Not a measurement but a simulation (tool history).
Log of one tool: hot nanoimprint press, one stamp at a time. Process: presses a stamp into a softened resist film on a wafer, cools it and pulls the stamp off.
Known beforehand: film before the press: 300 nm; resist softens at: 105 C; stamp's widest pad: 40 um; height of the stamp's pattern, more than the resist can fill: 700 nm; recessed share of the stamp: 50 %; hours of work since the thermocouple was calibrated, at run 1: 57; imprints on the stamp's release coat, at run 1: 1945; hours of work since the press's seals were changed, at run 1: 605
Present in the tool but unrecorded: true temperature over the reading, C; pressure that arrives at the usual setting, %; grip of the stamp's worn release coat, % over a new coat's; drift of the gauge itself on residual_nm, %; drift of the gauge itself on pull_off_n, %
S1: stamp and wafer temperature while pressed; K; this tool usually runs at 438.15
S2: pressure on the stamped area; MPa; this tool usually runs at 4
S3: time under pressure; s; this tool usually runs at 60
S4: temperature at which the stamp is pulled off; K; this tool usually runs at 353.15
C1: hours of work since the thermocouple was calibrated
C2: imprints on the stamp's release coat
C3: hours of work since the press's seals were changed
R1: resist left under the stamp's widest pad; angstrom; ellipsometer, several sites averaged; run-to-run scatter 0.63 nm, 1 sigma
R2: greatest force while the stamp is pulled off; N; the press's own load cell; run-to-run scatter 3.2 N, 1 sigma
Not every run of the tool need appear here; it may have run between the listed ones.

Run 1, hour 0: usual settings; C1 57; C2 1945; C3 605. Result: R1 1368 angstrom, R2 193 N.
At hour 14.9: stamp cleaned and given a new release coat.
Run 2, hour 56.4: usual settings; C1 91; C2 193; C3 639. Result: R1 1341 angstrom, R2 152 N.
Run 3, hour 123.8: usual settings but S1 434.15 K; C1 136; C2 507; C3 685. Result: R1 1535 angstrom, R2 164 N.
Run 4, hour 183: usual settings but S2 4.27 MPa; C1 176; C2 782; C3 725. Result: R1 1300 angstrom, R2 167 N.
Run 5, hour 253.9: usual settings but S3 69 s; C1 224; C2 1113; C3 773. Result: R1 1270 angstrom, R2 173 N.
Run 6, hour 293: usual settings but S2 2.6 MPa; C1 251; C2 1295; C3 799. Result: R1 1593 angstrom, R2 166 N.
Run 7, hour 361.6: usual settings but S2 2.6 MPa; C1 297; C2 1614; C3 846. Result: R1 1598 angstrom, R2 182 N.
At hour 385.8: plate thermocouple calibrated.
Run 8, hour 416: usual settings; C1 20; C2 1853; C3 880. Result: R1 1383 angstrom, R2 183 N.
At hour 454.8: stamp cleaned and given a new release coat.
Run 9, hour 494.5: usual settings; C1 69; C2 185; C3 930. Result: R1 1372 angstrom, R2 149 N.
Run 10, hour 544.8: usual settings; C1 104; C2 419; C3 964. Result: R1 1356 angstrom, R2 158 N.
Run 11, hour 578.8: usual settings but S3 70 s; C1 127; C2 578; C3 987. Result: R1 1278 angstrom, R2 162 N.
Run 12, hour 649.8: usual settings; C1 175; C2 908; C3 1035. Result: R1 1356 angstrom, R2 172 N.
Run 13, hour 729.1: usual settings; C1 228; C2 1278; C3 1088. Result: R1 1341 angstrom, R2 175 N.
Run 14, hour 782.5: usual settings but S1 444.15 K; C1 264; C2 1526; C3 1125. Result: R1 1098 angstrom, R2 181 N.
At hour 803.9: press's hydraulic seals changed and the load cell set to zero.
Run 15, hour 854.2: usual settings but S1 432.15 K, S2 3.76 MPa, S4 352.15 K; C1 308; C2 1823; C3 34. Result: R1 1612 angstrom, R2 194 N.
At hour 863.9: plate thermocouple calibrated.
At hour 899.7: stamp cleaned and given a new release coat.
Run 16, hour 904.6: usual settings but S2 3.28 MPa; C1 23; C2 23; C3 62. Result: R1 1493 angstrom, R2 154 N.
Run 17, hour 972.7: usual settings but S2 3.28 MPa; C1 70; C2 340; C3 108. Result: R1 1472 angstrom, R2 156 N.
Run 18, hour 1026: usual settings but S2 3.28 MPa, S4 356.15 K; C1 106; C2 588; C3 144. Result: R1 1472 angstrom, R2 147 N.
Run 19, hour 1061.9: usual settings but S2 3.28 MPa, S4 356.15 K; C1 130; C2 755; C3 169. Result: R1 1476 angstrom, R2 152 N.

Below are 3 alternative next runs, each starting from the tool's condition after run 19. Predict each:
Run A, hour 1109.4: usual settings but S2 3.83 MPa; C1 162; C2 976; C3 201. Result: R1 ?, R2 ?.
Run B, hour 1109.4: usual settings but S1 433.15 K, S3 73 s; C1 162; C2 976; C3 201. Result: R1 ?, R2 ?.
Run C, hour 1109.4: usual settings but S2 3.14 MPa, S4 356.15 K; C1 162; C2 976; C3 201. Result: R1 ?, R2 ?.

run    R1   R2
  A  1354  164
  B  1472  165
  C  1491  156
Had the tool no hidden state, the same runs would have come out as:
run    R1   R2
  A  1376  147
  B  1497  148
  C  1515  140
